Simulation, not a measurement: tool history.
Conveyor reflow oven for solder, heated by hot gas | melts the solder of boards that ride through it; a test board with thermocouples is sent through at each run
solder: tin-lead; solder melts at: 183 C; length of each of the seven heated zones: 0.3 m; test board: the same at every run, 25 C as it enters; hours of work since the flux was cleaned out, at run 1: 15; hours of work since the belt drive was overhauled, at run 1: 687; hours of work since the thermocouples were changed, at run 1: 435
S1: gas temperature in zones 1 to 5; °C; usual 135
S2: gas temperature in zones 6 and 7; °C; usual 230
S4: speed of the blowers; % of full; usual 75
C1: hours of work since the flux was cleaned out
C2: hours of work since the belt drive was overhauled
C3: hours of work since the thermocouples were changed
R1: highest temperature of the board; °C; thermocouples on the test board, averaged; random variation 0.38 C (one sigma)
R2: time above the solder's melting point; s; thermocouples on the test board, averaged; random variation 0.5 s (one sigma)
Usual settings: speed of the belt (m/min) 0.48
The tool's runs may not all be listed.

{"run": 1, "hour": 0.0, "S1": 135, "S2": 230, "speed of the belt (m/min)": 0.48, "S4": 75, "C1": 15, "C2": 687, "C3": 435, "R1": 217, "R2": 57.1}
{"run": 2, "hour": 39.2, "S1": 135, "S2": 230, "speed of the belt (m/min)": 0.435, "S4": 75, "C1": 43, "C2": 715, "C3": 463, "R1": 220.2, "R2": 64.9}
{"run": 3, "hour": 100.1, "S1": 135, "S2": 230, "speed of the belt (m/min)": 0.445, "S4": 75, "C1": 87, "C2": 759, "C3": 507, "R1": 218.6, "R2": 63.1}
{"run": 4, "hour": 138.3, "S1": 135, "S2": 230, "speed of the belt (m/min)": 0.48, "S4": 75, "C1": 115, "C2": 786, "C3": 534, "R1": 216.8, "R2": 56.6}
{"run": 5, "hour": 202.3, "S1": 135, "S2": 230, "speed of the belt (m/min)": 0.48, "S4": 53, "C1": 161, "C2": 833, "C3": 581, "R1": 211.8, "R2": 51.3}
{"hour": 218.5, "done": "flux residue cleaned out of gas plates and filters"}
{"run": 6, "hour": 246.6, "S1": 135, "S2": 230, "speed of the belt (m/min)": 0.48, "S4": 53, "C1": 20, "C2": 861, "C3": 609, "R1": 213.5, "R2": 52}
{"run": 7, "hour": 323.6, "S1": 135, "S2": 230, "speed of the belt (m/min)": 0.48, "S4": 53, "C1": 76, "C2": 916, "C3": 664, "R1": 212.8, "R2": 50.9}
{"run": 8, "hour": 367.4, "S1": 135, "S2": 230, "speed of the belt (m/min)": 0.48, "S4": 53, "C1": 107, "C2": 948, "C3": 696, "R1": 212.3, "R2": 51.5}
{"run": 9, "hour": 416.2, "S1": 135, "S2": 238, "speed of the belt (m/min)": 0.48, "S4": 53, "C1": 142, "C2": 983, "C3": 731, "R1": 219.2, "R2": 57.8}
{"hour": 460.1, "done": "flux residue cleaned out of gas plates and filters"}
{"run": 10, "hour": 463.9, "S1": 135, "S2": 230, "speed of the belt (m/min)": 0.48, "S4": 75, "C1": 3, "C2": 1014, "C3": 762, "R1": 218.4, "R2": 59.2}
{"hour": 472.5, "done": "belt drive overhauled, speed set with a stopwatch"}
{"run": 11, "hour": 520.9, "S1": 135, "S2": 230, "speed of the belt (m/min)": 0.48, "S4": 75, "C1": 41, "C2": 35, "C3": 800, "R1": 217.8, "R2": 58}
{"run": 12, "hour": 570.4, "S1": 135, "S2": 230, "speed of the belt (m/min)": 0.48, "S4": 75, "C1": 76, "C2": 71, "C3": 835, "R1": 218.2, "R2": 58.2}
{"hour": 624.4, "done": "belt drive overhauled, speed set with a stopwatch, once more"}
{"run": 13, "hour": 635.7, "S1": 141, "S2": 230, "speed of the belt (m/min)": 0.48, "S4": 75, "C1": 121, "C2": 8, "C3": 880, "R1": 217.5, "R2": 57.7}
{"run": 14, "hour": 689.3, "S1": 135, "S2": 220, "speed of the belt (m/min)": 0.48, "S4": 75, "C1": 159, "C2": 47, "C3": 918, "R1": 207, "R2": 47.9}
{"hour": 710.7, "done": "flux residue cleaned out of gas plates and filters"}
{"run": 15, "hour": 746.0, "S1": 135, "S2": 230, "speed of the belt (m/min)": 0.48, "S4": 61, "C1": 25, "C2": 84, "C3": 955, "R1": 216.2, "R2": 53.9}
{"run": 16, "hour": 817.6, "S1": 135, "S2": 230, "speed of the belt (m/min)": 0.48, "S4": 61, "C1": 77, "C2": 135, "C3": 1007, "R1": 214.7, "R2": 53.2}
{"run": 17, "hour": 871.1, "S1": 125, "S2": 225, "speed of the belt (m/min)": 0.392, "S4": 59, "C1": 115, "C2": 174, "C3": 1045, "R1": 215.3, "R2": 62.7}
{"run": 18, "hour": 914.2, "S1": 131, "S2": 232, "speed of the belt (m/min)": 0.48, "S4": 77, "C1": 146, "C2": 205, "C3": 1076, "R1": 218.3, "R2": 55.4}
{"hour": 953.6, "done": "flux residue cleaned out of gas plates and filters"}
{"run": 19, "hour": 958.6, "S1": 131, "S2": 232, "speed of the belt (m/min)": 0.48, "S4": 77, "C1": 4, "C2": 233, "C3": 1105, "R1": 220.5, "R2": 56.3}
{"run": 20, "hour": 1030.2, "S1": 148, "S2": 231, "speed of the belt (m/min)": 0.476, "S4": 76, "C1": 55, "C2": 285, "C3": 1156, "R1": 221.9, "R2": 63.9}
{"run": 21, "hour": 1079.0, "S1": 148, "S2": 231, "speed of the belt (m/min)": 0.476, "S4": 76, "C1": 90, "C2": 320, "C3": 1191, "R1": 221, "R2": 65.2}
{"hour": 1114.9, "done": "thermocouples of zones 6 and 7 changed"}
{"run": 22, "hour": 1125.3, "S1": 135, "S2": 226, "speed of the belt (m/min)": 0.48, "S4": 50, "C1": 122, "C2": 352, "C3": 7, "R1": 206.7, "R2": 44.7}
{"hour": 1194.8, "done": "flux residue cleaned out of gas plates and filters"}
{"run": 23, "hour": 1198.8, "S1": 123, "S2": 231, "speed of the belt (m/min)": 0.386, "S4": 65, "C1": 3, "C2": 401, "C3": 57, "R1": 219.7, "R2": 69.4}
{"run": 24, "hour": 1248.3, "S1": 132, "S2": 232, "speed of the belt (m/min)": 0.4, "S4": 69, "C1": 38, "C2": 437, "C3": 92, "R1": 221.4, "R2": 71.2}
{"run": 25, "hour": 1310.8, "S1": 132, "S2": 232, "speed of the belt (m/min)": 0.4, "S4": 69, "C1": 84, "C2": 482, "C3": 137, "R1": 220.6, "R2": 70.7}
{"run": 26, "hour": 1367.8, "S1": 132, "S2": 232, "speed of the belt (m/min)": 0.4, "S4": 69, "C1": 125, "C2": 523, "C3": 178, "R1": 220.9, "R2": 71.5}
{"run": 27, "hour": 1410.5, "S1": 132, "S2": 232, "speed of the belt (m/min)": 0.4, "S4": 69, "C1": 155, "C2": 554, "C3": 209, "R1": 220.2, "R2": 71.2}
{"hour": 1437.6, "done": "flux residue cleaned out of gas plates and filters"}
{"run": 28, "hour": 1475.6, "S1": 135, "S2": 230, "speed of the belt (m/min)": 0.382, "S4": 75, "C1": 27, "C2": 597, "C3": 252, "R1": 221.8, "R2": 77.5}
{"run": 29, "hour": 1545.2, "S1": 137, "S2": 237, "speed of the belt (m/min)": 0.383, "S4": 75, "C1": 77, "C2": 647, "C3": 303, "R1": 228.5, "R2": 82}

3 ways to go on from here, each from the tool as it stands after run 29. What would each give?
{"run": "A", "hour": 1610.9, "S1": 145, "S2": 230, "speed of the belt (m/min)": 0.578, "S4": 75, "C1": 125, "C2": 694, "C3": 350, "R1": "?", "R2": "?"}
{"run": "B", "hour": 1610.9, "S1": 135, "S2": 221, "speed of the belt (m/min)": 0.387, "S4": 75, "C1": 125, "C2": 694, "C3": 350, "R1": "?", "R2": "?"}
{"run": "C", "hour": 1610.9, "S1": 129, "S2": 237, "speed of the belt (m/min)": 0.383, "S4": 75, "C1": 125, "C2": 694, "C3": 350, "R1": "?", "R2": "?"}

run=A R1=211.5 R2=46.1
run=B R1=213.5 R2=68.5
run=C R1=227.1 R2=78.8
Without the tool's hidden state the same runs would have given:
run=A R1=211.7 R2=45.6
run=B R1=213.4 R2=67.4
run=C R1=227 R2=77.4

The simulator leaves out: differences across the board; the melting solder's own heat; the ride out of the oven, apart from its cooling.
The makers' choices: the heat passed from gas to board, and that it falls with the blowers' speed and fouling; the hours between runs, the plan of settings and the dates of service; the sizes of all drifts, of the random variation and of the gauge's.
